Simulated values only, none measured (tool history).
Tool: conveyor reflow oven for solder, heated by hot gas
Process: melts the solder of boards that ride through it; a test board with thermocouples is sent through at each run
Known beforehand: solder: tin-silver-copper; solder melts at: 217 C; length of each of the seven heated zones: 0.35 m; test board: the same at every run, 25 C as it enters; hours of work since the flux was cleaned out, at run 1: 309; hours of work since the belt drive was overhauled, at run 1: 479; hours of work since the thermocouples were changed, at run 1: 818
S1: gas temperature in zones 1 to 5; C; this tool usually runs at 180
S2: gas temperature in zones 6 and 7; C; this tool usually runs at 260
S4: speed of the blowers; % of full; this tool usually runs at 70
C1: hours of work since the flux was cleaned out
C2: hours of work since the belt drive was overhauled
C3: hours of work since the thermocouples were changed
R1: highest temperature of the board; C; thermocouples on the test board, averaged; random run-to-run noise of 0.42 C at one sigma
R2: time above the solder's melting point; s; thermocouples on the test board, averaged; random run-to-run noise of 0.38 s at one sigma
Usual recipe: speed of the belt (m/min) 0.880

{"run": 1, "hour": 0.0, "S1": 180, "S2": 260, "speed of the belt (m/min)": 0.88, "S4": 70, "C1": 309, "C2": 479, "C3": 818, "R1": 247.3, "R2": 35.0}
{"run": 2, "hour": 28.4, "S1": 180, "S2": 260, "speed of the belt (m/min)": 0.88, "S4": 70, "C1": 328, "C2": 497, "C3": 837, "R1": 247.4, "R2": 35.1}
{"run": 3, "hour": 66.5, "S1": 180, "S2": 260, "speed of the belt (m/min)": 0.88, "S4": 70, "C1": 353, "C2": 522, "C3": 862, "R1": 246.0, "R2": 33.9}
{"hour": 99.0, "done": "flux residue cleaned out of gas plates and filters"}
{"run": 4, "hour": 137.9, "S1": 180, "S2": 260, "speed of the belt (m/min)": 0.88, "S4": 70, "C1": 25, "C2": 566, "C3": 905, "R1": 247.4, "R2": 34.6}
{"run": 5, "hour": 198.0, "S1": 180, "S2": 260, "speed of the belt (m/min)": 0.88, "S4": 70, "C1": 65, "C2": 605, "C3": 945, "R1": 245.8, "R2": 35.6}
{"run": 6, "hour": 263.5, "S1": 180, "S2": 260, "speed of the belt (m/min)": 0.747, "S4": 70, "C1": 108, "C2": 648, "C3": 988, "R1": 250.1, "R2": 44.5}
{"run": 7, "hour": 305.2, "S1": 180, "S2": 260, "speed of the belt (m/min)": 0.88, "S4": 70, "C1": 135, "C2": 676, "C3": 1015, "R1": 246.4, "R2": 34.4}
{"run": 8, "hour": 371.9, "S1": 180, "S2": 260, "speed of the belt (m/min)": 0.88, "S4": 70, "C1": 179, "C2": 719, "C3": 1059, "R1": 247.2, "R2": 34.7}
{"run": 9, "hour": 428.7, "S1": 180, "S2": 260, "speed of the belt (m/min)": 0.88, "S4": 70, "C1": 216, "C2": 757, "C3": 1096, "R1": 246.3, "R2": 34.8}
{"run": 10, "hour": 490.7, "S1": 180, "S2": 260, "speed of the belt (m/min)": 0.88, "S4": 70, "C1": 257, "C2": 797, "C3": 1137, "R1": 246.9, "R2": 33.8}
{"run": 11, "hour": 521.8, "S1": 180, "S2": 260, "speed of the belt (m/min)": 0.984, "S4": 70, "C1": 277, "C2": 818, "C3": 1157, "R1": 244.1, "R2": 29.3}
{"run": 12, "hour": 554.0, "S1": 180, "S2": 260, "speed of the belt (m/min)": 0.88, "S4": 70, "C1": 299, "C2": 839, "C3": 1178, "R1": 246.4, "R2": 34.7}
{"run": 13, "hour": 614.3, "S1": 180, "S2": 260, "speed of the belt (m/min)": 0.88, "S4": 70, "C1": 338, "C2": 878, "C3": 1218, "R1": 247.0, "R2": 35.0}
{"hour": 668.8, "done": "flux residue cleaned out of gas plates and filters"}
{"run": 14, "hour": 677.8, "S1": 180, "S2": 273, "speed of the belt (m/min)": 0.88, "S4": 70, "C1": 6, "C2": 917, "C3": 1256, "R1": 258.2, "R2": 39.4}
{"run": 15, "hour": 717.4, "S1": 180, "S2": 273, "speed of the belt (m/min)": 0.88, "S4": 70, "C1": 32, "C2": 943, "C3": 1282, "R1": 258.5, "R2": 39.3}
{"run": 16, "hour": 746.9, "S1": 180, "S2": 273, "speed of the belt (m/min)": 0.88, "S4": 70, "C1": 51, "C2": 962, "C3": 1302, "R1": 258.1, "R2": 39.4}
{"run": 17, "hour": 776.2, "S1": 171, "S2": 275, "speed of the belt (m/min)": 0.829, "S4": 50, "C1": 70, "C2": 981, "C3": 1321, "R1": 256.4, "R2": 39.2}
{"run": 18, "hour": 811.6, "S1": 171, "S2": 275, "speed of the belt (m/min)": 0.829, "S4": 50, "C1": 94, "C2": 1005, "C3": 1344, "R1": 256.0, "R2": 39.0}
{"run": 19, "hour": 868.1, "S1": 180, "S2": 260, "speed of the belt (m/min)": 0.785, "S4": 70, "C1": 131, "C2": 1042, "C3": 1381, "R1": 250.2, "R2": 41.5}
{"run": 20, "hour": 896.6, "S1": 168, "S2": 255, "speed of the belt (m/min)": 0.972, "S4": 58, "C1": 149, "C2": 1060, "C3": 1400, "R1": 234.8, "R2": 21.1}
{"run": 21, "hour": 941.9, "S1": 168, "S2": 255, "speed of the belt (m/min)": 0.972, "S4": 58, "C1": 179, "C2": 1090, "C3": 1430, "R1": 234.6, "R2": 21.0}
{"hour": 986.9, "done": "thermocouples of zones 6 and 7 changed"}
{"run": 22, "hour": 1001.8, "S1": 180, "S2": 260, "speed of the belt (m/min)": 0.875, "S4": 70, "C1": 217, "C2": 1128, "C3": 10, "R1": 246.7, "R2": 34.8}

What will run 23 give?
{"run": 23, "hour": 1058.8, "S1": 172, "S2": 261, "speed of the belt (m/min)": 0.819, "S4": 81, "C1": 255, "C2": 1165, "C3": 47, "R1": "?", "R2": "?"}

{"run 23": {"R1": 249.2, "R2": 38.1}}
Had the tool carried no hidden state, the very same run would have given R1 249.2 C, R2 38.0 s.
